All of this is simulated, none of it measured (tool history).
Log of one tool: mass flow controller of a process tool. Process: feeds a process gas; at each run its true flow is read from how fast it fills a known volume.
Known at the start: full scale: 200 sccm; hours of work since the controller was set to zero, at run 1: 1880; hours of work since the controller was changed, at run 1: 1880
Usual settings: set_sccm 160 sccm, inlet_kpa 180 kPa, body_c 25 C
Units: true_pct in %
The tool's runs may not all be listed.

run     day  set_sccm  inlet_kpa  body_c  hours of work since the controller was set to zero  hours of work since the controller was changed  true_pct
  1   0.000       160        180      25                                                1880                                            1880    100.06
  2   5.392       160        180      25                                                1932                                            1932    100.03
  3  11.267       160        180      37                                                1990                                            1990     99.65
  4  22.492       160        180      37                                                2099                                            2099     99.77
  5  30.775       160        188      25                                                2179                                            2179    100.21
  6  41.629       160        188      25                                                2285                                            2285    100.21
  7  49.333       160        188      25                                                2359                                            2359    100.22
  8  57.150       160        188      25                                                2435                                            2435    100.31
  9  63.821       160        180      25                                                2500                                            2500    100.35
 10  75.400        42        144      34                                                2613                                            2613     97.02
 11  80.650       190        154      24                                                2664                                            2664    101.10
 12  86.883       122        184      25                                                2724                                            2724     99.71

Forecast run 13:
 13  93.746       122        184      25                                                2791                                            2791         ?

Run 13 gave true_pct 99.75 %.
Without the tool's hidden state the same run would have given true_pct 98.78 %.
